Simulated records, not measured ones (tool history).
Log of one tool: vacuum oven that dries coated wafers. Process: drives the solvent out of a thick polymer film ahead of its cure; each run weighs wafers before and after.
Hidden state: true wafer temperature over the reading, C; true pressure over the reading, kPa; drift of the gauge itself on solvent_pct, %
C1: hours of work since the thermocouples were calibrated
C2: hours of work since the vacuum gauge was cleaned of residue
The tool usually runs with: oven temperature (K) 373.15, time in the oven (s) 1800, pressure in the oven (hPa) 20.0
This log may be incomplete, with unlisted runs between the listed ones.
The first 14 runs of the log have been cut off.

{"run": 15, "hour": 761.2, "oven temperature (K)": 373.15, "time in the oven (s)": 1800, "pressure in the oven (hPa)": 20.0, "C1": 375, "C2": 574, "solvent left in the film (%)": 5.84}
{"run": 16, "hour": 812.8, "oven temperature (K)": 373.15, "time in the oven (s)": 1800, "pressure in the oven (hPa)": 20.0, "C1": 404, "C2": 602, "solvent left in the film (%)": 5.85}
{"run": 17, "hour": 864.4, "oven temperature (K)": 373.15, "time in the oven (s)": 1800, "pressure in the oven (hPa)": 20.0, "C1": 432, "C2": 630, "solvent left in the film (%)": 5.82}
{"run": 18, "hour": 936.8, "oven temperature (K)": 373.15, "time in the oven (s)": 2340, "pressure in the oven (hPa)": 44.1, "C1": 471, "C2": 670, "solvent left in the film (%)": 6.26}
{"run": 19, "hour": 1011.9, "oven temperature (K)": 373.15, "time in the oven (s)": 2340, "pressure in the oven (hPa)": 44.1, "C1": 512, "C2": 711, "solvent left in the film (%)": 6.46}
{"run": 20, "hour": 1078.7, "oven temperature (K)": 373.15, "time in the oven (s)": 1080, "pressure in the oven (hPa)": 11.5, "C1": 548, "C2": 747, "solvent left in the film (%)": 8.73}
{"run": 21, "hour": 1131.3, "oven temperature (K)": 370.15, "time in the oven (s)": 1080, "pressure in the oven (hPa)": 21.4, "C1": 577, "C2": 776, "solvent left in the film (%)": 10.21}
{"run": 22, "hour": 1168.5, "oven temperature (K)": 370.15, "time in the oven (s)": 1020, "pressure in the oven (hPa)": 21.4, "C1": 597, "C2": 796, "solvent left in the film (%)": 10.76}
{"hour": 1176.1, "done": "vacuum gauge cleaned of residue and calibrated"}
{"run": 23, "hour": 1203.2, "oven temperature (K)": 370.15, "time in the oven (s)": 2220, "pressure in the oven (hPa)": 21.4, "C1": 615, "C2": 15, "solvent left in the film (%)": 6.0}
{"run": 24, "hour": 1269.7, "oven temperature (K)": 363.15, "time in the oven (s)": 2220, "pressure in the oven (hPa)": 21.4, "C1": 652, "C2": 51, "solvent left in the film (%)": 8.44}
{"run": 25, "hour": 1340.3, "oven temperature (K)": 363.15, "time in the oven (s)": 2220, "pressure in the oven (hPa)": 21.4, "C1": 690, "C2": 89, "solvent left in the film (%)": 8.58}
{"run": 26, "hour": 1379.4, "oven temperature (K)": 381.15, "time in the oven (s)": 1920, "pressure in the oven (hPa)": 49.2, "C1": 711, "C2": 111, "solvent left in the film (%)": 5.44}
{"run": 27, "hour": 1418.9, "oven temperature (K)": 381.15, "time in the oven (s)": 1920, "pressure in the oven (hPa)": 49.2, "C1": 733, "C2": 132, "solvent left in the film (%)": 5.34}
{"hour": 1445.4, "done": "vacuum gauge cleaned of residue and calibrated, once more"}
{"run": 28, "hour": 1467.3, "oven temperature (K)": 381.15, "time in the oven (s)": 3000, "pressure in the oven (hPa)": 14.8, "C1": 758, "C2": 12, "solvent left in the film (%)": 1.55}
{"run": 29, "hour": 1526.3, "oven temperature (K)": 381.15, "time in the oven (s)": 3000, "pressure in the oven (hPa)": 14.8, "C1": 791, "C2": 44, "solvent left in the film (%)": 1.59}
{"run": 30, "hour": 1599.1, "oven temperature (K)": 378.15, "time in the oven (s)": 3000, "pressure in the oven (hPa)": 13.4, "C1": 830, "C2": 84, "solvent left in the film (%)": 1.87}
{"run": 31, "hour": 1634.7, "oven temperature (K)": 378.15, "time in the oven (s)": 3000, "pressure in the oven (hPa)": 13.4, "C1": 850, "C2": 103, "solvent left in the film (%)": 1.88}
{"run": 32, "hour": 1709.9, "oven temperature (K)": 364.15, "time in the oven (s)": 1620, "pressure in the oven (hPa)": 42.2, "C1": 891, "C2": 144, "solvent left in the film (%)": 11.43}
{"run": 33, "hour": 1746.9, "oven temperature (K)": 365.15, "time in the oven (s)": 2880, "pressure in the oven (hPa)": 20.5, "C1": 911, "C2": 164, "solvent left in the film (%)": 5.97}
{"run": 34, "hour": 1818.2, "oven temperature (K)": 373.15, "time in the oven (s)": 2340, "pressure in the oven (hPa)": 14.1, "C1": 950, "C2": 203, "solvent left in the film (%)": 4.01}

4 options for the next run, each taken on its own from the tool as it stands now. Forecast them:
{"run": "A", "hour": 1868.5, "oven temperature (K)": 373.15, "time in the oven (s)": 1980, "pressure in the oven (hPa)": 14.6, "C1": 977, "C2": 230, "solvent left in the film (%)": "?"}
{"run": "B", "hour": 1868.5, "oven temperature (K)": 373.15, "time in the oven (s)": 2940, "pressure in the oven (hPa)": 13.5, "C1": 977, "C2": 230, "solvent left in the film (%)": "?"}
{"run": "C", "hour": 1868.5, "oven temperature (K)": 373.15, "time in the oven (s)": 2520, "pressure in the oven (hPa)": 22.7, "C1": 977, "C2": 230, "solvent left in the film (%)": "?"}
{"run": "D", "hour": 1868.5, "oven temperature (K)": 372.15, "time in the oven (s)": 1380, "pressure in the oven (hPa)": 14.1, "C1": 977, "C2": 230, "solvent left in the film (%)": "?"}

run=A solvent_left_in_the_film_(%)=5.08
run=B solvent_left_in_the_film_(%)=2.88
run=C solvent_left_in_the_film_(%)=4.41
run=D solvent_left_in_the_film_(%)=7.39
Had the tool no hidden state, the same runs would have come out as:
run=A solvent_left_in_the_film_(%)=4.66
run=B solvent_left_in_the_film_(%)=2.55
run=C solvent_left_in_the_film_(%)=4.03
run=D solvent_left_in_the_film_(%)=6.95
